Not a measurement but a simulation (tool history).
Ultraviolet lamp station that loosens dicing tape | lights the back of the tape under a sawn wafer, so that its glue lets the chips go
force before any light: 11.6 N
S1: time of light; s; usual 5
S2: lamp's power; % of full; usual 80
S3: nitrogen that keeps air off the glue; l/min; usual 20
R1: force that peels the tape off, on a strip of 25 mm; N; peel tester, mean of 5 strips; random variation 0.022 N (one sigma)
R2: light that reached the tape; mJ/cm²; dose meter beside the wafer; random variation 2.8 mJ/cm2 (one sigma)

Run 1, hour 0: usual settings. Result: R1 1.346 N, R2 364 mJ/cm².
Run 2, hour 23.6: usual settings. Result: R1 1.318 N, R2 356 mJ/cm².
Run 3, hour 60.9: usual settings but S2 60 % of full. Result: R1 2.326 N, R2 258 mJ/cm².
Run 4, hour 83.9: usual settings but S2 72 % of full. Result: R1 1.792 N, R2 303 mJ/cm².
Run 5, hour 103.1: usual settings but S2 72 % of full. Result: R1 1.768 N, R2 306 mJ/cm².
Run 6, hour 141.9: usual settings. Result: R1 1.596 N, R2 328 mJ/cm².

Forecast run 7:
Run 7, hour 186.6: usual settings but S1 9 s, S3 21 l/min. Result: R1 ?, R2 ?.

{"run 7": {"R1": 0.485, "R2": 570}}
Without the tool's hidden state the same run would have given R1 0.319 N, R2 721 mJ/cm².

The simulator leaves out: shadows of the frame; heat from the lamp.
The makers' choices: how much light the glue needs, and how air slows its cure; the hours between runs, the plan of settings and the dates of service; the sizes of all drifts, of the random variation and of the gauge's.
